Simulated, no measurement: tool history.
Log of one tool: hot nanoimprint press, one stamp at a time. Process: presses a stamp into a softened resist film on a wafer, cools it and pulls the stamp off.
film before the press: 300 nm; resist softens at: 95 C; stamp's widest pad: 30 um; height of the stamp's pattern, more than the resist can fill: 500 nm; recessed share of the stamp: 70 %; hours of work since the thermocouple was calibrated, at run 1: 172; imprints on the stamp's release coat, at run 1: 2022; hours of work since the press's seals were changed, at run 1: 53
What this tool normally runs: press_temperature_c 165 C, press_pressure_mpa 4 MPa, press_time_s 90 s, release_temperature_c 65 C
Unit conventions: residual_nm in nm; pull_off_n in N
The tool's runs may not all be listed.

| run | hour | press_temperature_c | press_pressure_mpa | press_time_s | release_temperature_c | hours of work since the thermocouple was calibrated | imprints on the stamp's release coat | hours of work since the press's seals were changed | residual_nm | pull_off_n |
|---|---|---|---|---|---|---|---|---|---|---|
| 1 | 0 | 165 | 4 | 90 | 65 | 172 | 2022 | 53 | 178.9 | 105 |
|  | 23.8 | stamp cleaned and given a new release coat |
| 2 | 23.8 | 165 | 4 | 90 | 65 | 184 | 0 | 64 | 179.1 | 112 |
| 3 | 41.8 | 165 | 4 | 90 | 65 | 195 | 70 | 76 | 178.6 | 110 |
| 4 | 52.4 | 163 | 4 | 90 | 65 | 202 | 111 | 83 | 192.2 | 105 |
| 5 | 66.9 | 165 | 4 | 90 | 65 | 212 | 168 | 92 | 179.2 | 106 |
| 6 | 88.8 | 165 | 4 | 90 | 65 | 226 | 253 | 106 | 178.6 | 109 |
| 7 | 99.1 | 165 | 4 | 90 | 65 | 232 | 294 | 113 | 178.1 | 104 |
| 8 | 116.5 | 165 | 4 | 49 | 65 | 244 | 362 | 124 | 208.9 | 108 |
|  | 134.7 | plate thermocouple calibrated |
| 9 | 138.1 | 165 | 4 | 97 | 65 | 2 | 434 | 136 | 173.7 | 106 |
| 10 | 148.9 | 165 | 4 | 90 | 65 | 9 | 476 | 143 | 178.7 | 108 |
| 11 | 159 | 165 | 4 | 90 | 65 | 16 | 516 | 150 | 179 | 111 |
| 12 | 180.2 | 165 | 4 | 53 | 65 | 29 | 598 | 163 | 205 | 106 |
| 13 | 195.5 | 165 | 4 | 53 | 65 | 39 | 658 | 173 | 203.9 | 107 |
| 14 | 206.9 | 165 | 4 | 53 | 65 | 47 | 702 | 180 | 204.9 | 109 |
| 15 | 218.7 | 165 | 4 | 53 | 65 | 54 | 748 | 188 | 204.9 | 105 |
| 16 | 228.2 | 165 | 4 | 53 | 58 | 60 | 785 | 194 | 204.1 | 122 |
| 17 | 239.1 | 156 | 6.03 | 53 | 53 | 67 | 828 | 201 | 228.5 | 130 |
| 18 | 258.5 | 165 | 3.3 | 86 | 65 | 80 | 904 | 214 | 196 | 106 |
| 19 | 268.6 | 165 | 3.3 | 86 | 65 | 86 | 943 | 220 | 193.9 | 108 |
| 20 | 278.6 | 165 | 3.3 | 86 | 65 | 93 | 982 | 227 | 194.2 | 108 |
| 21 | 301.3 | 165 | 3.3 | 86 | 65 | 108 | 1071 | 241 | 194.4 | 107 |
|  | 305.6 | gauge calibrated |
| 22 | 317.8 | 161 | 3.51 | 90 | 65 | 118 | 1135 | 252 | 215.4 | 104 |

Predict the results of run 23:
| 23 | 328.4 | 161 | 3.51 | 90 | 65 | 125 | 1177 | 259 | ? | ? |

{"run 23": {"residual_nm": 214.1, "pull_off_n": 106}}
Without the tool's hidden state the same run would have given residual_nm 214.3 nm, pull_off_n 106 N.
